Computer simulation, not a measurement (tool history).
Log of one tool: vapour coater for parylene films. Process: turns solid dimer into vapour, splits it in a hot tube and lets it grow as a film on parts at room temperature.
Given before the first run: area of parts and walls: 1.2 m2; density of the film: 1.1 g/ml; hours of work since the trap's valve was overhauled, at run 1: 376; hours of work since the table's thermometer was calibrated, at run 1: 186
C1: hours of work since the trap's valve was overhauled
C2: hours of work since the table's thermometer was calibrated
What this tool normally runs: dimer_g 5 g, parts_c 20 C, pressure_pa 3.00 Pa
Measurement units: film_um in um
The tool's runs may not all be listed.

run 1 hour=0.0 | dimer_g=5 parts_c=20 pressure_pa=3.00 | C1=376 C2=186 | film_um=2.54
run 2 hour=19.7 | dimer_g=5 parts_c=20 pressure_pa=3.00 | C1=387 C2=197 | film_um=2.47
run 3 hour=31.6 | dimer_g=5 parts_c=20 pressure_pa=3.00 | C1=394 C2=203 | film_um=2.46
run 4 hour=49.5 | dimer_g=5 parts_c=20 pressure_pa=3.00 | C1=404 C2=213 | film_um=2.46
run 5 hour=64.1 | dimer_g=5 parts_c=20 pressure_pa=3.00 | C1=412 C2=221 | film_um=2.46
run 6 hour=83.0 | dimer_g=5 parts_c=20 pressure_pa=3.00 | C1=422 C2=231 | film_um=2.46
run 7 hour=98.7 | dimer_g=5 parts_c=20 pressure_pa=3.00 | C1=431 C2=240 | film_um=2.43
run 8 hour=107.9 | dimer_g=5 parts_c=20 pressure_pa=3.00 | C1=436 C2=245 | film_um=2.45
-- hour=125.6 trap's valve overhauled
run 9 hour=129.3 | dimer_g=5 parts_c=20 pressure_pa=3.00 | C1=2 C2=255 | film_um=2.77
run 10 hour=139.0 | dimer_g=5 parts_c=20 pressure_pa=3.00 | C1=7 C2=260 | film_um=2.80
run 11 hour=151.7 | dimer_g=5 parts_c=20 pressure_pa=3.00 | C1=14 C2=267 | film_um=2.76
run 12 hour=168.9 | dimer_g=5 parts_c=20 pressure_pa=3.00 | C1=24 C2=276 | film_um=2.77
run 13 hour=180.2 | dimer_g=5 parts_c=20 pressure_pa=3.00 | C1=30 C2=283 | film_um=2.73
run 14 hour=198.6 | dimer_g=5 parts_c=13 pressure_pa=3.00 | C1=40 C2=293 | film_um=3.17
run 15 hour=214.8 | dimer_g=2 parts_c=15 pressure_pa=9.34 | C1=49 C2=301 | film_um=1.13
run 16 hour=231.6 | dimer_g=3 parts_c=20 pressure_pa=2.43 | C1=58 C2=311 | film_um=1.65
run 17 hour=242.9 | dimer_g=3 parts_c=21 pressure_pa=4.66 | C1=64 C2=317 | film_um=1.55
run 18 hour=252.8 | dimer_g=2 parts_c=21 pressure_pa=10.25 | C1=70 C2=322 | film_um=1.00
run 19 hour=267.7 | dimer_g=2 parts_c=21 pressure_pa=10.25 | C1=78 C2=330 | film_um=0.99
run 20 hour=282.4 | dimer_g=2 parts_c=21 pressure_pa=10.25 | C1=86 C2=339 | film_um=0.97
run 21 hour=297.9 | dimer_g=3 parts_c=18 pressure_pa=10.34 | C1=95 C2=347 | film_um=1.55

5 ways to go on from here, each from the tool as it stands after run 21. What would each give?
run A hour=311.2 | dimer_g=5 parts_c=20 pressure_pa=5.55 | C1=102 C2=354 | film_um=?
run B hour=311.2 | dimer_g=2 parts_c=13 pressure_pa=11.22 | C1=102 C2=354 | film_um=?
run C hour=311.2 | dimer_g=5 parts_c=24 pressure_pa=3.00 | C1=102 C2=354 | film_um=?
run D hour=311.2 | dimer_g=7 parts_c=17 pressure_pa=5.87 | C1=102 C2=354 | film_um=?
run E hour=311.2 | dimer_g=6 parts_c=17 pressure_pa=10.34 | C1=102 C2=354 | film_um=?

run=A film_um=2.56
run=B film_um=1.14
run=C film_um=2.47
run=D film_um=3.89
run=E film_um=3.19
The same runs, with their run-to-run variation unchanged, on a tool lacking any hidden condition would have given:
run=A film_um=2.66
run=B film_um=1.18
run=C film_um=2.56
run=D film_um=4.03
run=E film_um=3.31

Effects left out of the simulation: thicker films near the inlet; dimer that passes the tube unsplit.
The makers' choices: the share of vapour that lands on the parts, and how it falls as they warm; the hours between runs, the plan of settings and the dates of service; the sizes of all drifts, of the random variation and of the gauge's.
